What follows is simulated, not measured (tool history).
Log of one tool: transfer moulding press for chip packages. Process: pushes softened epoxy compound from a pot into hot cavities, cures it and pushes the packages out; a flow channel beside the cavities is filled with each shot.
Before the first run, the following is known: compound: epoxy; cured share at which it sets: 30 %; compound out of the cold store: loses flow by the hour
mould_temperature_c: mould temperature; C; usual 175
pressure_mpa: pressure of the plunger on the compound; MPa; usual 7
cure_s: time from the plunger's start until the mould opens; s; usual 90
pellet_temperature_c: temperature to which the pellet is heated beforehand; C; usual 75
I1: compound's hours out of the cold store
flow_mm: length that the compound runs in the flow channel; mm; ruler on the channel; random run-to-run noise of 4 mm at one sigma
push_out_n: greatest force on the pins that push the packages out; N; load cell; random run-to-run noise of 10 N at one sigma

run 1 hour=0 | mould_temperature_c=175 pressure_mpa=7 cure_s=90 pellet_temperature_c=75 | I1=36.1 | flow_mm=923 push_out_n=674
run 2 hour=27.3 | mould_temperature_c=172 pressure_mpa=7 cure_s=90 pellet_temperature_c=75 | I1=32.8 | flow_mm=928 push_out_n=887
run 3 hour=79.9 | mould_temperature_c=172 pressure_mpa=7 cure_s=90 pellet_temperature_c=75 | I1=34.9 | flow_mm=923 push_out_n=1005
-- hour=97 cavities cleaned with cleaning compound and waxed
run 4 hour=141.1 | mould_temperature_c=175 pressure_mpa=7 cure_s=90 pellet_temperature_c=75 | I1=22.3 | flow_mm=956 push_out_n=724
run 5 hour=174.1 | mould_temperature_c=175 pressure_mpa=7 cure_s=90 pellet_temperature_c=75 | I1=28.8 | flow_mm=924 push_out_n=814
run 6 hour=220.9 | mould_temperature_c=175 pressure_mpa=7 cure_s=90 pellet_temperature_c=75 | I1=21.7 | flow_mm=953 push_out_n=872
-- hour=226.8 cavities cleaned with cleaning compound and waxed
run 7 hour=281.1 | mould_temperature_c=175 pressure_mpa=7 cure_s=90 pellet_temperature_c=85 | I1=13.1 | flow_mm=976 push_out_n=741
run 8 hour=322.4 | mould_temperature_c=175 pressure_mpa=7 cure_s=90 pellet_temperature_c=75 | I1=35.1 | flow_mm=888 push_out_n=844
-- hour=355.5 cavities cleaned with cleaning compound and waxed
run 9 hour=359.9 | mould_temperature_c=175 pressure_mpa=7 cure_s=90 pellet_temperature_c=75 | I1=28.3 | flow_mm=900 push_out_n=502
-- hour=384.6 plunger's sealing rings changed
run 10 hour=394.9 | mould_temperature_c=183 pressure_mpa=7.88 cure_s=93 pellet_temperature_c=75 | I1=16.6 | flow_mm=1040 push_out_n=590
run 11 hour=427 | mould_temperature_c=181 pressure_mpa=7.88 cure_s=96 pellet_temperature_c=75 | I1=18.1 | flow_mm=1033 push_out_n=637
run 12 hour=458.4 | mould_temperature_c=167 pressure_mpa=7.88 cure_s=96 pellet_temperature_c=67 | I1=31.8 | flow_mm=1013 push_out_n=1076
-- hour=487.7 cavities cleaned with cleaning compound and waxed
run 13 hour=514.6 | mould_temperature_c=167 pressure_mpa=7.88 cure_s=96 pellet_temperature_c=67 | I1=35.7 | flow_mm=986 push_out_n=860
run 14 hour=543.8 | mould_temperature_c=175 pressure_mpa=6.83 cure_s=90 pellet_temperature_c=75 | I1=47.6 | flow_mm=847 push_out_n=746
run 15 hour=595 | mould_temperature_c=175 pressure_mpa=6.83 cure_s=90 pellet_temperature_c=75 | I1=31 | flow_mm=903 push_out_n=837
-- hour=615.6 cavities cleaned with cleaning compound and waxed
run 16 hour=660.4 | mould_temperature_c=175 pressure_mpa=6.83 cure_s=90 pellet_temperature_c=75 | I1=19.6 | flow_mm=941 push_out_n=713
run 17 hour=706 | mould_temperature_c=168 pressure_mpa=5.69 cure_s=126 pellet_temperature_c=74 | I1=36.5 | flow_mm=808 push_out_n=729

4 options for the next run, each taken on its own from the tool as it stands now. Forecast them:
-- hour=742.5 cavities cleaned with cleaning compound and waxed
run A hour=748 | mould_temperature_c=168 pressure_mpa=6.65 cure_s=117 pellet_temperature_c=74 | I1=12.1 | flow_mm=? push_out_n=?
-- hour=742.5 cavities cleaned with cleaning compound and waxed
run B hour=748 | mould_temperature_c=183 pressure_mpa=6.96 cure_s=90 pellet_temperature_c=77 | I1=41.4 | flow_mm=? push_out_n=?
-- hour=742.5 cavities cleaned with cleaning compound and waxed
run C hour=748 | mould_temperature_c=168 pressure_mpa=5.69 cure_s=117 pellet_temperature_c=74 | I1=34.6 | flow_mm=? push_out_n=?
-- hour=742.5 cavities cleaned with cleaning compound and waxed
run D hour=748 | mould_temperature_c=168 pressure_mpa=5.69 cure_s=83 pellet_temperature_c=74 | I1=15.1 | flow_mm=? push_out_n=?

run=A flow_mm=966 push_out_n=478
run=B flow_mm=838 push_out_n=430
run=C flow_mm=815 push_out_n=466
run=D flow_mm=879 push_out_n=936
Had the tool no hidden state, the same runs would have come out as:
run=A flow_mm=1016 push_out_n=439
run=B flow_mm=881 push_out_n=385
run=C flow_mm=858 push_out_n=426
run=D flow_mm=925 push_out_n=889
